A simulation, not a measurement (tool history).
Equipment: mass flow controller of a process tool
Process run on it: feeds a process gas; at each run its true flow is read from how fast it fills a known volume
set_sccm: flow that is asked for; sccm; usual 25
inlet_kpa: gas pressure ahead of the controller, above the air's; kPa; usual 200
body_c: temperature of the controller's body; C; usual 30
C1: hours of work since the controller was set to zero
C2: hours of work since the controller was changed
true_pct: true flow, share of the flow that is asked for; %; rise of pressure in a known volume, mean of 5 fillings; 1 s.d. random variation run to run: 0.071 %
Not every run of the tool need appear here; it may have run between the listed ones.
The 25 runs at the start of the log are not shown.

{"run": 26, "hour": 9439.6, "set_sccm": 25, "inlet_kpa": 269, "body_c": 27, "C1": 1307, "C2": 6660, "true_pct": 98.98}
{"run": 27, "hour": 9863.0, "set_sccm": 6, "inlet_kpa": 175, "body_c": 27, "C1": 1551, "C2": 6903, "true_pct": 98.1}
{"run": 28, "hour": 10376.9, "set_sccm": 6, "inlet_kpa": 175, "body_c": 27, "C1": 1846, "C2": 7199, "true_pct": 97.86}
{"run": 29, "hour": 10756.6, "set_sccm": 10, "inlet_kpa": 219, "body_c": 26, "C1": 2065, "C2": 7418, "true_pct": 98.03}
{"run": 30, "hour": 11176.5, "set_sccm": 6, "inlet_kpa": 230, "body_c": 20, "C1": 2306, "C2": 7659, "true_pct": 97.28}
{"run": 31, "hour": 11472.2, "set_sccm": 6, "inlet_kpa": 230, "body_c": 20, "C1": 2476, "C2": 7829, "true_pct": 97.28}
{"run": 32, "hour": 11834.3, "set_sccm": 6, "inlet_kpa": 230, "body_c": 20, "C1": 2685, "C2": 8038, "true_pct": 97.24}
{"run": 33, "hour": 12219.2, "set_sccm": 19, "inlet_kpa": 212, "body_c": 30, "C1": 2906, "C2": 8259, "true_pct": 98.04}
{"run": 34, "hour": 12496.8, "set_sccm": 9, "inlet_kpa": 188, "body_c": 33, "C1": 3066, "C2": 8419, "true_pct": 98.03}
{"run": 35, "hour": 12786.8, "set_sccm": 9, "inlet_kpa": 188, "body_c": 33, "C1": 3233, "C2": 8586, "true_pct": 97.83}

What if the next run were any one of these 4? Each begins from the tool's condition after run 35:
{"run": "A", "hour": 13130.6, "set_sccm": 29, "inlet_kpa": 148, "body_c": 25, "C1": 3431, "C2": 8784, "true_pct": "?"}
{"run": "B", "hour": 13130.6, "set_sccm": 25, "inlet_kpa": 200, "body_c": 36, "C1": 3431, "C2": 8784, "true_pct": "?"}
{"run": "C", "hour": 13130.6, "set_sccm": 28, "inlet_kpa": 214, "body_c": 30, "C1": 3431, "C2": 8784, "true_pct": "?"}
{"run": "D", "hour": 13130.6, "set_sccm": 25, "inlet_kpa": 262, "body_c": 30, "C1": 3431, "C2": 8784, "true_pct": "?"}

run=A true_pct=97.16
run=B true_pct=98.21
run=C true_pct=97.90
run=D true_pct=98.15
Without the tool's unlogged condition, the same runs would have read:
run=A true_pct=99.47
run=B true_pct=100.55
run=C true_pct=100.23
run=D true_pct=100.48

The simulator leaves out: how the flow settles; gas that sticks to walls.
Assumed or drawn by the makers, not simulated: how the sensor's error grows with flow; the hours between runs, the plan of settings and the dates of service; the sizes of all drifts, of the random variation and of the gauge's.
